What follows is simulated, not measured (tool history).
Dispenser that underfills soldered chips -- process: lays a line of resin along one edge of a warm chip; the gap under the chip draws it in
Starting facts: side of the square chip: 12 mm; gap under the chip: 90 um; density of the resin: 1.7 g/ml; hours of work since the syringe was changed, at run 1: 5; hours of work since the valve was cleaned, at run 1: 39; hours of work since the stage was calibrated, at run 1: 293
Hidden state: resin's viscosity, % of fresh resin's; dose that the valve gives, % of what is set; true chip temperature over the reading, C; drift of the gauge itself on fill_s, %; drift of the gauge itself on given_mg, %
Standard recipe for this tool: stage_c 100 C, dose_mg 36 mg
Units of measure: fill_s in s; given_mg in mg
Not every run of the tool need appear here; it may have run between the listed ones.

run	hour	stage_c	dose_mg	hours of work since the syringe was changed	hours of work since the valve was cleaned	hours of work since the stage was calibrated	fill_s	given_mg
1	0	100	36	5	39	293	47.2	34.87
# hour 5.4: dispensing valve cleaned and set on the balance
2	7.5	100	36	9	1	297	66.5	35.96
# hour 9.9: new syringe of resin
3	18.6	100	36	6	8	304	50.1	35.83
# hour 26.6: new syringe of resin
4	30.4	100	36	2	16	311	37.6	35.58
5	39.9	100	36	9	22	317	61.6	35.37
# hour 43.3: new syringe of resin
6	45.7	104	36	2	25	321	29.2	35.12
7	52.2	104	36	6	30	325	41.2	35.29
8	58.5	104	36	10	34	329	57.9	35.1
# hour 60.3: new syringe of resin
9	69.5	104	36	6	41	336	43.3	34.7
# hour 71.6: dispensing valve cleaned and set on the balance
# hour 78.4: new syringe of resin
10	82	104	36	2	7	343	30.8	35.8
11	88.4	104	36	6	11	348	42.8	35.66
# hour 94.8: new syringe of resin
12	94.8	104	36	0	15	351	25.1	35.4
13	100.3	104	36	4	18	355	33.4	35.46
14	110.6	104	36	10	25	362	60.1	35.2
# hour 111.4: new syringe of resin
15	120.4	104	36	6	31	368	39.1	34.86
# hour 128.7: new syringe of resin
16	128.9	95	34.4	0	36	373	38.4	33.32
17	136.1	92	43.4	5	41	378	62.9	41.94
# hour 137.6: dispensing valve cleaned and set on the balance
# hour 146.3: new syringe of resin
18	146.5	85	42.2	0	6	384	58.9	41.74
19	154.6	86	34.6	5	11	389	88.2	34.15
# hour 162.9: new syringe of resin
20	162.9	91	45.3	0	16	394	44.3	44.63
21	167.7	88	36.7	3	19	397	67	36.18
22	178.8	88	32	10	26	404	125.9	31.34
# hour 180.1: new syringe of resin
23	184.3	91	31	3	30	408	57.4	30.25
24	189.2	113	44.3	6	33	411	27.1	43.06
# hour 197: new syringe of resin
25	200.2	85	38.2	2	40	418	69.3	36.94
# hour 203.6: dispensing valve cleaned and set on the balance
26	210.5	106	39.1	8	4	424	44.7	38.92
# hour 214.7: new syringe of resin
27	220.3	105	42.5	4	11	430	30.5	42.18
28	225.9	109	43.9	7	14	434	35.1	43.37
# hour 231.9: new syringe of resin
29	236.9	95	40.1	3	21	440	47.5	39.53

Hidden condition of the tool, last listed run before each entry between runs versus first listed run after:
In the gap between runs 1 and 2: dispensing valve cleaned and set on the balance (hour 5.4)
  resin's viscosity, % of fresh resin's: 154.6 -> 221.6; dose that the valve gives, % of what is set: 96.49 -> 100.12; true chip temperature over the reading, C: 2.01 -> 2.04
  difference, measured minus the result without the unlogged condition, fill_s: +13.8 -> +33.5 s; given_mg: -1.26 -> +0.04 mg
In the gap between runs 2 and 3: new syringe of resin (hour 9.9)
  resin's viscosity, % of fresh resin's: 221.6 -> 163; dose that the valve gives, % of what is set: 100.12 -> 99.57; true chip temperature over the reading, C: 2.04 -> 2.08
  difference, measured minus the result without the unlogged condition, fill_s: +33.5 -> +16.3 s; given_mg: +0.04 -> -0.16 mg
In the gap between runs 3 and 4: new syringe of resin (hour 26.6)
  resin's viscosity, % of fresh resin's: 163 -> 122.6; dose that the valve gives, % of what is set: 99.57 -> 98.9; true chip temperature over the reading, C: 2.08 -> 2.13
  difference, measured minus the result without the unlogged condition, fill_s: +16.3 -> +3.9 s; given_mg: -0.16 -> -0.4 mg
In the gap between runs 5 and 6: new syringe of resin (hour 43.3)
  resin's viscosity, % of fresh resin's: 206.4 -> 113.8; dose that the valve gives, % of what is set: 98.33 -> 98.01; true chip temperature over the reading, C: 2.17 -> 2.19
  difference, measured minus the result without the unlogged condition, fill_s: +28.9 -> +1 s; given_mg: -0.6 -> -0.71 mg
In the gap between runs 8 and 9: new syringe of resin (hour 60.3)
  resin's viscosity, % of fresh resin's: 230.1 -> 170.9; dose that the valve gives, % of what is set: 97.33 -> 96.7; true chip temperature over the reading, C: 2.25 -> 2.29
  difference, measured minus the result without the unlogged condition, fill_s: +30.1 -> +15.3 s; given_mg: -0.96 -> -1.18 mg
In the gap between runs 9 and 10: dispensing valve cleaned and set on the balance (hour 71.6); new syringe of resin (hour 78.4)
  resin's viscosity, % of fresh resin's: 170.9 -> 121.3; dose that the valve gives, % of what is set: 96.7 -> 99.26; true chip temperature over the reading, C: 2.29 -> 2.34
  difference, measured minus the result without the unlogged condition, fill_s: +15.3 -> +2.7 s; given_mg: -1.18 -> -0.27 mg
In the gap between runs 11 and 12: new syringe of resin (hour 94.8)
  resin's viscosity, % of fresh resin's: 173.4 -> 100.6; dose that the valve gives, % of what is set: 98.93 -> 98.59; true chip temperature over the reading, C: 2.37 -> 2.39
  difference, measured minus the result without the unlogged condition, fill_s: +15.6 -> -2.6 s; given_mg: -0.38 -> -0.5 mg
In the gap between runs 14 and 15: new syringe of resin (hour 111.4)
  resin's viscosity, % of fresh resin's: 240.5 -> 161.8; dose that the valve gives, % of what is set: 97.71 -> 97.17; true chip temperature over the reading, C: 2.46 -> 2.49
  difference, measured minus the result without the unlogged condition, fill_s: +32.4 -> +12.5 s; given_mg: -0.82 -> -1.02 mg
In the gap between runs 15 and 16: new syringe of resin (hour 128.7)
  resin's viscosity, % of fresh resin's: 161.8 -> 101.3; dose that the valve gives, % of what is set: 97.17 -> 96.73; true chip temperature over the reading, C: 2.49 -> 2.53
  difference, measured minus the result without the unlogged condition, fill_s: +12.5 -> -4 s; given_mg: -1.02 -> -1.13 mg
In the gap between runs 17 and 18: dispensing valve cleaned and set on the balance (hour 137.6); new syringe of resin (hour 146.3)
  resin's viscosity, % of fresh resin's: 150.3 -> 101.4; dose that the valve gives, % of what is set: 96.33 -> 99.41; true chip temperature over the reading, C: 2.56 -> 2.59
  difference, measured minus the result without the unlogged condition, fill_s: +15.8 -> -7 s; given_mg: -1.6 -> -0.25 mg
In the gap between runs 19 and 20: new syringe of resin (hour 162.9)
  resin's viscosity, % of fresh resin's: 158.3 -> 100.9; dose that the valve gives, % of what is set: 98.96 -> 98.55; true chip temperature over the reading, C: 2.62 -> 2.66
  difference, measured minus the result without the unlogged condition, fill_s: +25.1 -> -5.5 s; given_mg: -0.36 -> -0.66 mg
In the gap between runs 22 and 23: new syringe of resin (hour 180.1)
  resin's viscosity, % of fresh resin's: 242.5 -> 126.1; dose that the valve gives, % of what is set: 97.63 -> 97.3; true chip temperature over the reading, C: 2.73 -> 2.75
  difference, measured minus the result without the unlogged condition, fill_s: +67.1 -> +5.9 s; given_mg: -0.76 -> -0.84 mg
In the gap between runs 24 and 25: new syringe of resin (hour 197)
  resin's viscosity, % of fresh resin's: 164.5 -> 119; dose that the valve gives, % of what is set: 97.04 -> 96.49; true chip temperature over the reading, C: 2.77 -> 2.81
  difference, measured minus the result without the unlogged condition, fill_s: +8.6 -> +2.8 s; given_mg: -1.31 -> -1.34 mg
In the gap between runs 25 and 26: dispensing valve cleaned and set on the balance (hour 203.6)
  resin's viscosity, % of fresh resin's: 119 -> 199.5; dose that the valve gives, % of what is set: 96.49 -> 99.81; true chip temperature over the reading, C: 2.81 -> 2.85
  difference, measured minus the result without the unlogged condition, fill_s: +2.8 -> +19.3 s; given_mg: -1.34 -> -0.08 mg
In the gap between runs 26 and 27: new syringe of resin (hour 214.7)
  resin's viscosity, % of fresh resin's: 199.5 -> 132.5; dose that the valve gives, % of what is set: 99.81 -> 99.25; true chip temperature over the reading, C: 2.85 -> 2.89
  difference, measured minus the result without the unlogged condition, fill_s: +19.3 -> +4.4 s; given_mg: -0.08 -> -0.32 mg
In the gap between runs 28 and 29: new syringe of resin (hour 231.9)
  resin's viscosity, % of fresh resin's: 180.6 -> 131; dose that the valve gives, % of what is set: 98.94 -> 98.38; true chip temperature over the reading, C: 2.91 -> 2.96
  difference, measured minus the result without the unlogged condition, fill_s: +13 -> +6 s; given_mg: -0.47 -> -0.65 mg
